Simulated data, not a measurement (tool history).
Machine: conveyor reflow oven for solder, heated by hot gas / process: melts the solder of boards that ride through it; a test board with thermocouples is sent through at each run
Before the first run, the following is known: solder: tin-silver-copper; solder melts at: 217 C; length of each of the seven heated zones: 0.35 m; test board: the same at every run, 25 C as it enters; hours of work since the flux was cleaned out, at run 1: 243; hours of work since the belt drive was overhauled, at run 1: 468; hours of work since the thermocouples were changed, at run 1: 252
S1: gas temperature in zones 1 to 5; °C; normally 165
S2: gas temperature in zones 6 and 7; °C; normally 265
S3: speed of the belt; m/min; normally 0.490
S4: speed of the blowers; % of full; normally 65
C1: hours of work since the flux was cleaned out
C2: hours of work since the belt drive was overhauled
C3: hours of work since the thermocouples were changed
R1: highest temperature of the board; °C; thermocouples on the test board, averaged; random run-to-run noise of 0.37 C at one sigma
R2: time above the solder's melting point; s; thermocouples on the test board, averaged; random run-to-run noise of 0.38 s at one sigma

run,day,S1,S2,S3,S4,C1,C2,C3,R1,R2
1,0.000,165,265,0.490,65,243,468,252,249.4,59.8
2,0.367,165,265,0.490,65,248,474,257,249.5,59.8
3,0.750,165,265,0.490,65,254,479,263,249.3,58.8
4,0.942,167,265,0.490,65,257,482,266,249.4,60.1
5,1.288,167,265,0.490,65,262,487,271,249.3,60.9
6,1.700,165,276,0.490,65,268,493,277,259.0,67.0
7,1.992,165,276,0.490,65,272,498,281,259.5,66.6
8,2.396,165,265,0.490,65,278,503,287,248.8,59.2
9,2.712,165,279,0.490,65,283,508,292,261.9,69.0
10,3.029,165,279,0.490,65,287,513,296,262.2,68.5
11,3.229,165,265,0.490,65,290,516,299,249.5,58.8
12,3.442,165,265,0.490,65,293,519,302,249.6,58.7
13,3.829,165,265,0.490,65,299,524,308,248.8,59.2
14,4.229,162,265,0.490,65,305,530,314,248.8,57.6
15,4.550,162,265,0.490,65,309,535,318,248.4,57.5
16,4.758,177,265,0.490,65,312,538,322,250.5,65.5
17,5.162,177,265,0.490,65,318,544,327,250.5,65.5
18,5.483,156,265,0.492,65,323,549,332,247.1,54.1
19,5.667,156,265,0.492,65,326,551,335,247.6,54.5
20,6.008,159,265,0.476,65,331,556,340,248.2,59.3
21,6.429,159,265,0.476,65,337,563,346,249.1,58.2
22,6.662,165,265,0.576,79,340,566,349,247.4,47.5
23,7.004,155,265,0.490,65,345,571,354,246.9,54.3
24,7.333,165,278,0.490,62,350,576,359,259.9,67.9
25,7.617,165,278,0.490,62,354,580,363,259.8,66.8
26,7.792,162,265,0.503,65,357,583,366,247.9,54.5
27,8.200,162,265,0.540,65,363,589,372,244.8,48.2
28,8.612,165,255,0.490,57,369,595,378,237.6,46.5
29,8.896,165,255,0.490,57,373,599,382,237.6,45.7

What will run 30 give?
30,9.271,171,262,0.588,54,379,604,388,?,?

{"run 30": {"R1": 237.6, "R2": 37.3}}
Minus the tool's unlogged condition, the same run would have read R1 239.7 °C, R2 39.8 s.
